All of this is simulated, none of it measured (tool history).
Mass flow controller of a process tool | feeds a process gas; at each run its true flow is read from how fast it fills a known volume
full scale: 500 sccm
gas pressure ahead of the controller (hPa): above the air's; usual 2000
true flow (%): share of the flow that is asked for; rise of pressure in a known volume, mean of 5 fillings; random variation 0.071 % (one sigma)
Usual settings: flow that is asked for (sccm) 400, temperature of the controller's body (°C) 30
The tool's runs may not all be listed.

run     day  flow that is asked for (sccm)  gas pressure ahead of the controller (hPa)  temperature of the controller's body (°C)  true flow (%)
  1       0                            400                                        2000                                         30         100.24
  2   1.671                            400                                        2780                                         30          99.79
  3   3.608                            400                                        2780                                         30          99.94
  4   6.125                            400                                        2000                                         30           99.9
  5     9.4                             70                                        2000                                         30          99.69
  6  11.112                            400                                        2000                                         30          99.85
  7  14.771                            400                                        2000                                         30          99.67

Forecast run 8:
  8  18.229                            403                                        1460                                         40              ?

{"run 8": {"true flow (%)": 100.28}}
Without the tool's hidden state the same run would have given true flow (%) 100.94.

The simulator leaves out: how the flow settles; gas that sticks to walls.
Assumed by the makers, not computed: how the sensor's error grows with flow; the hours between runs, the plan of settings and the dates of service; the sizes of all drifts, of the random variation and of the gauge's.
